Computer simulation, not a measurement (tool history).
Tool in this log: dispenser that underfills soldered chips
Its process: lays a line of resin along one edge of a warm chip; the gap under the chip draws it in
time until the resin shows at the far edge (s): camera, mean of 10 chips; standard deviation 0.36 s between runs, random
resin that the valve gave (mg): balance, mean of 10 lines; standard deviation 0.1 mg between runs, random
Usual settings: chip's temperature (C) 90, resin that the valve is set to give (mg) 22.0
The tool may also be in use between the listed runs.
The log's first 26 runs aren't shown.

run    day  chip's temperature (C)  resin that the valve is set to give (mg)  time until the resin shows at the far edge (s)  resin that the valve gave (mg)
 27  6.354                      84                                      25.2                                            35.1                           23.20
     6.442  -- new syringe of resin
 28  6.608                      84                                      25.2                                            26.6                           23.10
 29  6.779                      84                                      25.2                                            32.8                           23.06
     6.929  -- new syringe of resin
 30  6.933                      84                                      25.2                                            22.6                           23.06
 31  7.088                      84                                      25.2                                            26.0                           22.99
 32  7.333                      84                                      25.2                                            34.0                           22.90
     7.417  -- new syringe of resin
 33  7.642                      84                                      25.2                                            29.0                           22.84
 34  7.842                      84                                      25.2                                            35.6                           22.48
     7.896  -- new syringe of resin
 35  8.108                      97                                      19.4                                            20.1                           17.48

Forecast each of these 5 alternatives for the next run:
     8.379  -- new syringe of resin
  A  8.392                      85                                      19.0                                               ?                               ?
     8.379  -- new syringe of resin
  B  8.392                      89                                      19.4                                               ?                               ?
     8.379  -- new syringe of resin
  C  8.392                      80                                      22.0                                               ?                               ?
     8.379  -- new syringe of resin
  D  8.392                      81                                      18.9                                               ?                               ?
     8.379  -- new syringe of resin
  E  8.392                      97                                      23.2                                               ?                               ?

run  time until the resin shows at the far edge (s)  resin that the valve gave (mg)
  A                                            23.7                           16.87
  B                                            21.1                           17.32
  C                                            26.8                           19.69
  D                                            27.7                           16.99
  E                                            14.9                           20.77
Had the tool no hidden state, the same runs would have come out as:
run  time until the resin shows at the far edge (s)  resin that the valve gave (mg)
  A                                            22.6                           18.90
  B                                            20.2                           19.40
  C                                            26.0                           22.04
  D                                            26.4                           19.03
  E                                            14.5                           23.26
